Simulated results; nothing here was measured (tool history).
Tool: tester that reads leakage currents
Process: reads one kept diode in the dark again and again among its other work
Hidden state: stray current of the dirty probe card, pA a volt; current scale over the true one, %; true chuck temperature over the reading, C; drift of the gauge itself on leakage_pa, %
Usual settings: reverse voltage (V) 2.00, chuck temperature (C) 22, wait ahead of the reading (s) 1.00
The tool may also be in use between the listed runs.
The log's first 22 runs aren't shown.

run	hour	reverse voltage (V)	chuck temperature (C)	wait ahead of the reading (s)	hours of work since the probe card was cleaned	hours of work since the tester was calibrated	hours of work since the chuck was calibrated	current that the tester gives (pA)
# hour 991.0: chuck's temperature calibrated
23	1009.2	2.00	45	3.56	684	1990	12	70.94
24	1050.3	1.31	52	0.69	710	2017	38	107.57
25	1085.1	1.31	52	0.69	733	2040	61	107.41
26	1135.0	10.44	52	0.86	765	2072	93	222.32
27	1197.9	2.00	20	1.00	806	2113	134	9.68
28	1254.7	3.51	22	7.98	843	2150	171	14.35
29	1290.1	8.11	40	7.98	866	2173	194	82.21
30	1321.7	8.11	40	7.98	886	2193	214	83.17
31	1371.0	1.85	48	1.00	918	2225	246	92.38
32	1407.7	1.85	48	1.00	942	2249	270	92.14
33	1437.9	9.08	48	0.30	962	2268	290	164.95
34	1498.4	2.95	22	7.58	1001	2308	329	14.03
35	1540.3	12.50	22	0.89	1028	2335	356	32.64
36	1568.2	3.74	33	1.64	1046	2353	374	37.24
37	1617.7	9.25	30	0.39	1078	2385	406	47.92
38	1673.7	11.77	22	4.31	1114	2421	443	31.13
39	1726.8	2.00	33	0.31	1149	2456	477	30.91

Forecast each of these 4 alternatives for the next run:
A	1772.5	3.53	33	4.66	1179	2485	507	?
B	1772.5	4.52	46	2.23	1179	2485	507	?
C	1772.5	9.21	32	6.53	1179	2485	507	?
D	1772.5	2.00	58	0.60	1179	2485	507	?

run	current that the tester gives (pA)
A	37.55
B	112.54
C	52.58
D	210.69
Without the tool's hidden state the same runs would have given:
run	current that the tester gives (pA)
A	31.11
B	100.09
C	39.22
D	195.09

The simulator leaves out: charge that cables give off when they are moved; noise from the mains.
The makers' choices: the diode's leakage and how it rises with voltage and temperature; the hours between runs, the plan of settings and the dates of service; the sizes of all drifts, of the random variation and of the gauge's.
